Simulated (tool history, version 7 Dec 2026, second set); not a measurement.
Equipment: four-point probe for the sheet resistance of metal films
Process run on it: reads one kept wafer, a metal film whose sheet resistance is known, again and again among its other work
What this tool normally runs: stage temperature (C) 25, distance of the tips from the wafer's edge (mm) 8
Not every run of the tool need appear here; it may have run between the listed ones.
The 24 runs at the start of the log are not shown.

run,day,stage temperature (C),distance of the tips from the wafer's edge (mm),sheet resistance as the instrument gives it (ohm/square)
25,22.171,25,19,19.127123
26,23.117,21,27,19.095550
27,24.142,19,27,19.087769
28,25.483,28,27,19.129666
29,26.421,28,41,19.121624
30,27.650,21,4,19.702664
31,28.754,27,25,19.130199
32,29.825,27,25,19.131494
33,30.833,23,4,19.717906
34,31.729,22,5,19.489040
35,33.108,19,73,19.069891

Predict each of these 5 candidate next runs independently; none follows another, all start after run 35:
A,34.029,21,73,?
B,34.029,34,42,?
C,34.029,22,4,?
D,34.029,20,4,?
E,34.029,25,10,?

run,sheet resistance as the instrument gives it (ohm/square)
A,19.082083
B,19.153084
C,19.696878
D,19.700249
E,19.203119
Had the tool no hidden state, the same runs would have come out as:
run,sheet resistance as the instrument gives it (ohm/square)
A,19.081625
B,19.152603
C,19.696406
D,19.699781
E,19.202651
